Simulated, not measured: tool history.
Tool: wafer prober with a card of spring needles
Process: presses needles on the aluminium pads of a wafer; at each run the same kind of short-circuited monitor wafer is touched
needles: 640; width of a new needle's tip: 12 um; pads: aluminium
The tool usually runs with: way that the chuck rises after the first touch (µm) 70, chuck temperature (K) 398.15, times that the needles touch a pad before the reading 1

run   hour  way that the chuck rises after the first touch (µm)  chuck temperature (K)  times that the needles touch a pad before the reading  resistance of one needle with its contact and lead (mohm)  way that a needle slides on the pad (µm)
  1    0.0                                                   70                 398.15                                                      1                                                        242                                      8.68
       2.8  -- tips cleaned on abrasive film
  2    4.8                                                   70                 398.15                                                      1                                                        245                                      8.68
       6.4  -- tips cleaned on abrasive film
       9.9  -- tips cleaned on abrasive film
      13.6  -- tips cleaned on abrasive film
  3   16.2                                                   70                 398.15                                                      1                                                        244                                      8.67
      17.0  -- tips cleaned on abrasive film
      20.8  -- tips cleaned on abrasive film
      24.6  -- tips cleaned on abrasive film
  4   26.3                                                   70                 398.15                                                      1                                                        242                                      8.70
      27.8  -- tips cleaned on abrasive film
      31.4  -- tips cleaned on abrasive film
  5   31.8                                                   70                 398.15                                                      1                                                        241                                      8.75
      34.7  -- tips cleaned on abrasive film
      38.1  -- tips cleaned on abrasive film
  6   39.9                                                   70                 398.15                                                      1                                                        244                                      8.70
      41.5  -- tips cleaned on abrasive film
      45.2  -- tips cleaned on abrasive film
  7   45.5                                                   70                 398.15                                                      1                                                        247                                      8.75
      49.0  -- tips cleaned on abrasive film
      52.5  -- tips cleaned on abrasive film
  8   52.5                                                   70                 398.15                                                      1                                                        239                                      8.73
      55.9  -- tips cleaned on abrasive film
      59.7  -- tips cleaned on abrasive film
      63.2  -- tips cleaned on abrasive film
  9   63.2                                                   70                 398.15                                                      1                                                        240                                      8.69
      66.6  -- tips cleaned on abrasive film
      70.4  -- tips cleaned on abrasive film
      73.5  -- tips cleaned on abrasive film
 10   73.5                                                   70                 398.15                                                      1                                                        244                                      8.65
      77.2  -- tips cleaned on abrasive film
      80.4  -- tips cleaned on abrasive film
      83.9  -- tips cleaned on abrasive film
 11   83.9                                                   70                 398.15                                                      1                                                        243                                      8.68
      87.2  -- tips cleaned on abrasive film
      90.7  -- tips cleaned on abrasive film
 12   92.4                                                   88                 398.15                                                      1                                                        246                                     10.80
      94.4  -- tips cleaned on abrasive film
      97.6  -- tips cleaned on abrasive film
     101.1  -- tips cleaned on abrasive film
 13  103.9                                                   70                 398.15                                                      1                                                        248                                      8.60
     104.8  -- tips cleaned on abrasive film
     108.5  -- tips cleaned on abrasive film
 14  109.5                                                   68                 398.15                                                      1                                                        248                                      8.44
     111.8  -- tips cleaned on abrasive film
     115.3  -- tips cleaned on abrasive film
 15  118.2                                                   58                 398.15                                                      2                                                        247                                      7.06
     118.9  -- tips cleaned on abrasive film
     122.2  -- tips cleaned on abrasive film
     125.4  -- tips cleaned on abrasive film
     128.5  -- tips cleaned on abrasive film
 16  129.0                                                   58                 398.15                                                      2                                                        247                                      7.14
     131.6  -- tips cleaned on abrasive film
     134.9  -- tips cleaned on abrasive film
     138.5  -- tips cleaned on abrasive film
 17  139.9                                                   58                 398.15                                                      2                                                        247                                      7.06
     142.0  -- tips cleaned on abrasive film
     145.1  -- tips cleaned on abrasive film
     148.6  -- tips cleaned on abrasive film
 18  150.5                                                   58                 398.15                                                      2                                                        247                                      7.10
     152.0  -- tips cleaned on abrasive film
     153.9  -- height of the first contact set anew
     155.5  -- tips cleaned on abrasive film
     159.3  -- tips cleaned on abrasive film
 19  161.7                                                   82                 398.15                                                      2                                                        241                                     10.05
     162.6  -- tips cleaned on abrasive film
     166.1  -- tips cleaned on abrasive film
     169.4  -- tips cleaned on abrasive film
     172.8  -- tips cleaned on abrasive film
 20  173.1                                                   82                 398.15                                                      2                                                        239                                     10.00
     176.2  -- tips cleaned on abrasive film
     179.8  -- tips cleaned on abrasive film
 21  180.1                                                   82                 398.15                                                      2                                                        243                                      9.94
     183.0  -- tips cleaned on abrasive film
     186.2  -- tips cleaned on abrasive film
 22  187.2                                                   68                 360.15                                                      2                                                        238                                      8.26
     189.6  -- tips cleaned on abrasive film
 23  192.1                                                   74                 326.15                                                      1                                                        227                                      9.03
     192.8  -- tips cleaned on abrasive film
     196.2  -- tips cleaned on abrasive film
     199.7  -- tips cleaned on abrasive film
 24  202.6                                                   74                 326.15                                                      1                                                        225                                      9.04
     203.4  -- tips cleaned on abrasive film
     206.8  -- tips cleaned on abrasive film
     210.3  -- tips cleaned on abrasive film
     213.9  -- tips cleaned on abrasive film
 25  213.9                                                   74                 326.15                                                      1                                                        228                                      9.00
     217.4  -- tips cleaned on abrasive film
     220.9  -- gauge calibrated
     221.0  -- tips cleaned on abrasive film
 26  221.3                                                   74                 326.15                                                      1                                                        226                                      9.15
     224.8  -- tips cleaned on abrasive film
     228.4  -- tips cleaned on abrasive film
 27  230.7                                                   70                 338.15                                                      1                                                        230                                      8.82
     231.6  -- tips cleaned on abrasive film
     234.9  -- tips cleaned on abrasive film
     238.4  -- tips cleaned on abrasive film
 28  238.4                                                   67                 371.15                                                      2                                                        238                                      8.36

Predict each of these 4 candidate next runs independently; none follows another, all start after run 28:
     241.7  -- tips cleaned on abrasive film
     245.1  -- tips cleaned on abrasive film
     248.9  -- tips cleaned on abrasive film
  A  249.3                                                   56                 301.15                                                      3                                                          ?                                         ?
     241.7  -- tips cleaned on abrasive film
     245.1  -- tips cleaned on abrasive film
     248.9  -- tips cleaned on abrasive film
  B  249.3                                                   69                 371.15                                                      2                                                          ?                                         ?
     241.7  -- tips cleaned on abrasive film
     245.1  -- tips cleaned on abrasive film
     248.9  -- tips cleaned on abrasive film
  C  249.3                                                   67                 371.15                                                      2                                                          ?                                         ?
     241.7  -- tips cleaned on abrasive film
     245.1  -- tips cleaned on abrasive film
     248.9  -- tips cleaned on abrasive film
  D  249.3                                                   89                 398.15                                                      1                                                          ?                                         ?

run  resistance of one needle with its contact and lead (mohm)  way that a needle slides on the pad (µm)
  A                                                        223                                      6.94
  B                                                        240                                      8.56
  C                                                        240                                      8.32
  D                                                        239                                     11.13
With no hidden state in the tool, these same runs would have given:
run  resistance of one needle with its contact and lead (mohm)  way that a needle slides on the pad (µm)
  A                                                        223                                      6.97
  B                                                        239                                      8.60
  C                                                        239                                      8.36
  D                                                        239                                     11.18
